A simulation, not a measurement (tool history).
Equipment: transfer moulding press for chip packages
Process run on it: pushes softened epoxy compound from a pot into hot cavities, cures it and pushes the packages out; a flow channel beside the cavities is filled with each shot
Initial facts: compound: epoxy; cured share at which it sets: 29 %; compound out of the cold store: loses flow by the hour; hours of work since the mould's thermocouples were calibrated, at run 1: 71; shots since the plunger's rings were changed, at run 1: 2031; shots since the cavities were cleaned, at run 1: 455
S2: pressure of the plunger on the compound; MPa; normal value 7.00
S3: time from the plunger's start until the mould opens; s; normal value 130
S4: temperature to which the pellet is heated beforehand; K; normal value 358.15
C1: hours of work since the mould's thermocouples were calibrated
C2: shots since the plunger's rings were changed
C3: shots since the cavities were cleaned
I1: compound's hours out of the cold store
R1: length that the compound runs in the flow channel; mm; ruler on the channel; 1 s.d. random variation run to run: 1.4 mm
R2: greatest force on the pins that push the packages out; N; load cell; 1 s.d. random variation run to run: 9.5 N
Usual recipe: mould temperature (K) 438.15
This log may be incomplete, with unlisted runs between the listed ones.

{"run": 1, "hour": 0.0, "mould temperature (K)": 438.15, "S2": 7.0, "S3": 130, "S4": 358.15, "C1": 71, "C2": 2031, "C3": 455, "I1": 27.3, "R1": 674, "R2": 671}
{"run": 2, "hour": 11.4, "mould temperature (K)": 438.15, "S2": 7.0, "S3": 130, "S4": 358.15, "C1": 77, "C2": 2125, "C3": 549, "I1": 20.4, "R1": 690, "R2": 717}
{"run": 3, "hour": 18.4, "mould temperature (K)": 438.15, "S2": 7.0, "S3": 132, "S4": 358.15, "C1": 80, "C2": 2183, "C3": 607, "I1": 24.8, "R1": 680, "R2": 717}
{"run": 4, "hour": 27.0, "mould temperature (K)": 438.15, "S2": 7.0, "S3": 130, "S4": 366.15, "C1": 85, "C2": 2253, "C3": 677, "I1": 21.1, "R1": 688, "R2": 737}
{"run": 5, "hour": 35.8, "mould temperature (K)": 438.15, "S2": 7.0, "S3": 130, "S4": 358.15, "C1": 89, "C2": 2326, "C3": 750, "I1": 47.1, "R1": 618, "R2": 753}
{"run": 6, "hour": 43.3, "mould temperature (K)": 441.15, "S2": 7.0, "S3": 130, "S4": 358.15, "C1": 93, "C2": 2387, "C3": 811, "I1": 22.2, "R1": 676, "R2": 727}
{"run": 7, "hour": 51.9, "mould temperature (K)": 438.15, "S2": 6.65, "S3": 130, "S4": 358.15, "C1": 98, "C2": 2458, "C3": 882, "I1": 20.2, "R1": 671, "R2": 793}
{"hour": 61.5, "done": "cavities cleaned with cleaning compound and waxed"}
{"run": 8, "hour": 66.4, "mould temperature (K)": 438.15, "S2": 5.27, "S3": 125, "S4": 359.15, "C1": 104, "C2": 2565, "C3": 40, "I1": 21.5, "R1": 594, "R2": 472}

Forecast run 9:
{"run": 9, "hour": 77.6, "mould temperature (K)": 438.15, "S2": 6.87, "S3": 114, "S4": 361.15, "C1": 110, "C2": 2656, "C3": 131, "I1": 26.1, "R1": "?", "R2": "?"}

Logged for run 9: R1 664 mm, R2 561 N.
Had the tool carried no hidden state, the very same run would have given R1 685 mm, R2 461 N.
